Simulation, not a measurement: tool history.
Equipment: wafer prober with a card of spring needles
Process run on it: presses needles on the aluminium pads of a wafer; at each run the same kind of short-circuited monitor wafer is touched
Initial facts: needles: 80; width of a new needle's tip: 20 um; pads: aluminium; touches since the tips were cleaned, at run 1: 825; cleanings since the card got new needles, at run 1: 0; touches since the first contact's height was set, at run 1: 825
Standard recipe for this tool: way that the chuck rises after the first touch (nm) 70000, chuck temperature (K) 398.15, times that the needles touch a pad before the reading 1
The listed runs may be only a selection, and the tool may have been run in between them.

run	hour	way that the chuck rises after the first touch (nm)	chuck temperature (K)	times that the needles touch a pad before the reading	touches since the tips were cleaned	cleanings since the card got new needles	touches since the first contact's height was set	resistance of one needle with its contact and lead (mohm)	way that a needle slides on the pad (nm)
1	0	70000	398.15	1	825	0	825	235	19228
2	17.4	70000	398.15	1	3615	0	3615	233	19251
3	26.2	70000	398.15	1	5029	0	5029	235	19264
4	36.6	70000	398.15	1	6690	0	6690	237	19278
# hour 50.3: tips cleaned on abrasive film
5	50.5	70000	398.15	1	40	1	8909	234	19296
6	65.3	70000	398.15	1	2410	1	11279	236	19321
7	75.8	70000	398.15	1	4095	1	12964	234	19338
8	87.7	70000	398.15	1	6004	1	14873	236	19351
9	102.1	70000	398.15	1	8300	1	17169	237	19365
# hour 105.1: tips cleaned on abrasive film
10	119.5	70000	398.15	1	2311	2	19948	235	19389
11	133.5	56000	398.15	1	4548	2	22185	240	15527
12	145.6	56000	398.15	1	6494	2	24131	239	15538
# hour 160.2: tips cleaned on abrasive film
13	161.3	56000	398.15	1	185	3	26634	237	15569
14	170.9	56000	398.15	1	1719	3	28168	240	15569
15	183.1	56000	398.15	1	3676	3	30125	239	15580
16	199.2	70000	398.15	1	6251	3	32700	237	19502
17	207	63000	315.15	1	7508	3	33957	217	17566
# hour 215.4: tips cleaned on abrasive film
18	216.7	79000	338.15	1	211	4	35499	220	22039
19	232.9	79000	338.15	1	2805	4	38093	220	22067
20	245.4	55000	331.15	1	4805	4	40093	221	15372
21	259.7	59000	299.15	1	7094	4	42382	216	16508
# hour 270.8: tips cleaned on abrasive film
22	278.6	59000	299.15	1	1244	5	45392	215	16537
23	292.9	59000	299.15	2	3543	5	47691	218	16550
24	305.9	59000	299.15	2	5617	5	49765	214	16563
# hour 310.5: gauge calibrated
25	319.3	59000	299.15	2	7768	5	51916	215	16216
# hour 325.6: tips cleaned on abrasive film
26	331.7	70000	316.15	1	987	6	53897	216	19251
27	345.2	65000	398.15	1	3147	6	56057	236	17897
28	359.1	65000	398.15	1	5378	6	58288	235	17915
29	375.2	60000	367.15	1	7945	6	60855	232	16553
# hour 381: tips cleaned on abrasive film
30	383.5	60000	367.15	1	413	7	62183	230	16558
# hour 391.3: height of the first contact set anew
31	399.5	73000	298.15	1	2931	7	1330	211	20184

Hidden state at the last listed run before each entry between runs and at the first one after, where it differs:
From run 4 to run 5: tips cleaned on abrasive film (hour 50.3)
  debris on the tips, nm: 1.3 -> 0.2; drift of the gauge itself on scrub_um, %: 0.27 -> 0.37
  measured less the result without the state, way that a needle slides on the pad (nm): +51 -> +70
From run 9 to run 10: tips cleaned on abrasive film (hour 105.1)
  debris on the tips, nm: 1.4 -> 1.1; drift of the gauge itself on scrub_um, %: 0.74 -> 0.87
  measured less the result without the state, way that a needle slides on the pad (nm): +142 -> +167
From run 12 to run 13: tips cleaned on abrasive film (hour 160.2)
  debris on the tips, nm: 1.4 -> 0.3; drift of the gauge itself on scrub_um, %: 1.06 -> 1.17
  measured less the result without the state, way that a needle slides on the pad (nm): +162 -> +180
From run 17 to run 18: tips cleaned on abrasive film (hour 215.4)
  debris on the tips, nm: 1.4 -> 0.3; drift of the gauge itself on scrub_um, %: 1.51 -> 1.58
  measured less the result without the state, way that a needle slides on the pad (nm): +260 -> +341
From run 21 to run 22: tips cleaned on abrasive film (hour 270.8)
  debris on the tips, nm: 1.4 -> 0.8; drift of the gauge itself on scrub_um, %: 1.89 -> 2.03
  measured less the result without the state, way that a needle slides on the pad (nm): +305 -> +328
From run 24 to run 25: gauge calibrated (hour 310.5)
  debris on the tips, nm: 1.3 -> 1.4; drift of the gauge itself on scrub_um, %: 2.23 -> 0.06
  measured less the result without the state, way that a needle slides on the pad (nm): +360 -> +9
From run 25 to run 26: tips cleaned on abrasive film (hour 325.6)
  debris on the tips, nm: 1.4 -> 0.6; way that the needles fall short of the set height, um: 0 -> 0.01; drift of the gauge itself on scrub_um, %: 0.06 -> 0.15
  measured less the result without the state, way that a needle slides on the pad (nm): +9 -> +29
From run 29 to run 30: tips cleaned on abrasive film (hour 381)
  debris on the tips, nm: 1.4 -> 0.4; drift of the gauge itself on scrub_um, %: 0.47 -> 0.53
  measured less the result without the state, way that a needle slides on the pad (nm): +76 -> +86
From run 30 to run 31: height of the first contact set anew (hour 391.3)
  debris on the tips, nm: 0.4 -> 1.2; way that the needles fall short of the set height, um: 0.01 -> 0; drift of the gauge itself on scrub_um, %: 0.53 -> 0.65
  measured less the result without the state, way that a needle slides on the pad (nm): +86 -> +130
